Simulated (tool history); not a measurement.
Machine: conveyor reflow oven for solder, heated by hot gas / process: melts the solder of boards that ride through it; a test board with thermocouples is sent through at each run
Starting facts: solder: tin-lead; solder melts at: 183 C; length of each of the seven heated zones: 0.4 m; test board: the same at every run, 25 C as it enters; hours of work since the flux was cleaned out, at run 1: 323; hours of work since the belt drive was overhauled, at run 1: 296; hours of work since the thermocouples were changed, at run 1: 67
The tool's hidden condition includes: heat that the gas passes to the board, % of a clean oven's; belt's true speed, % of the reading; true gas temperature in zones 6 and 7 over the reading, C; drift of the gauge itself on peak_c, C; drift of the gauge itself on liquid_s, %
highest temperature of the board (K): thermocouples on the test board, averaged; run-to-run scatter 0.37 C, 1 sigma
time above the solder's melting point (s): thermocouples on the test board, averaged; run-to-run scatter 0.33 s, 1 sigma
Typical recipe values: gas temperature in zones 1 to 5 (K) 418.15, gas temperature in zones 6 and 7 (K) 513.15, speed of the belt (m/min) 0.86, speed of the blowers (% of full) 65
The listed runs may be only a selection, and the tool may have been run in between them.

run,hour,gas temperature in zones 1 to 5 (K),gas temperature in zones 6 and 7 (K),speed of the belt (m/min),speed of the blowers (% of full),hours of work since the flux was cleaned out,hours of work since the belt drive was overhauled,hours of work since the thermocouples were changed,highest temperature of the board (K),time above the solder's melting point (s)
1,0,418.15,513.15,0.86,65,323,296,67,490.45,43.2
2,14.7,418.15,513.15,0.86,65,331,304,74,489.45,42.6
3,23.8,418.15,513.15,0.86,65,336,309,79,490.85,43.4
4,40.1,418.15,513.15,0.86,65,344,317,88,489.45,42.6
5,48.9,418.15,513.15,0.939,65,349,322,92,486.85,37.2
6,58.9,418.15,513.15,0.939,65,354,327,98,486.15,36.7
7,76.4,418.15,513.15,0.939,65,363,336,107,486.65,37
8,91,418.15,517.15,0.86,65,371,344,115,492.65,44.8
9,105.6,418.15,517.15,0.86,65,379,352,122,492.55,44.8
10,120.9,418.15,501.15,0.86,65,387,360,131,480.25,36.1
11,135.3,412.15,513.15,0.86,65,394,368,138,489.15,40.1
12,148.4,412.15,512.15,0.86,65,401,374,145,487.45,39.5
13,158.4,412.15,512.15,0.86,65,407,380,150,487.35,39.7
14,166.6,412.15,512.15,0.86,65,411,384,155,487.75,39.6
15,182.6,412.15,512.15,0.86,65,419,393,163,486.65,39.9
16,198.1,406.15,508.15,0.952,60,428,401,171,476.95,25.7
17,206.4,406.15,508.15,0.952,60,432,405,176,477.75,26.3
18,221.8,422.15,519.15,0.759,58,440,413,184,498.55,54.8
19,237,422.15,519.15,0.759,58,448,421,192,498.75,55.7
20,253.2,418.15,513.15,0.753,52,457,430,200,491.45,49.6
# hour 273.2: flux residue cleaned out of gas plates and filters
21,273.8,422.15,516.15,0.748,56,0,438,209,498.85,56.3
22,288,418.15,508.15,0.849,65,8,446,216,489.35,43
23,296.9,418.15,508.15,0.849,65,13,450,221,490.05,43.6
24,311.1,406.15,513.15,0.86,56,20,458,228,487.35,38
25,326.7,405.15,521.15,0.86,80,28,466,237,500.85,45
26,334,426.15,518.15,0.86,80,32,470,241,501.95,51.8
27,343.6,418.15,502.15,0.944,65,37,475,246,481.15,33.6
28,356.6,410.15,517.15,1.003,64,44,482,252,487.55,32.9
29,365.8,410.15,517.15,1.003,64,49,487,257,487.45,33.6
30,381.2,418.15,525.15,0.86,65,57,495,265,502.95,50

Below are 3 alternative next runs, each starting from the tool's condition after run 30. Predict each:
A,389.1,416.15,525.15,0.828,62,61,499,270,?,?
B,389.1,420.15,513.15,0.86,65,61,499,270,?,?
C,389.1,411.15,513.15,0.86,61,61,499,270,?,?

run,highest temperature of the board (K),time above the solder's melting point (s)
A,502.35,51.2
B,492.85,45.7
C,490.75,41.5
Take away the tool's hidden state, keep each run's random variation, and the runs would have read:
run,highest temperature of the board (K),time above the solder's melting point (s)
A,501.95,50.3
B,492.55,44.8
C,490.45,40.7
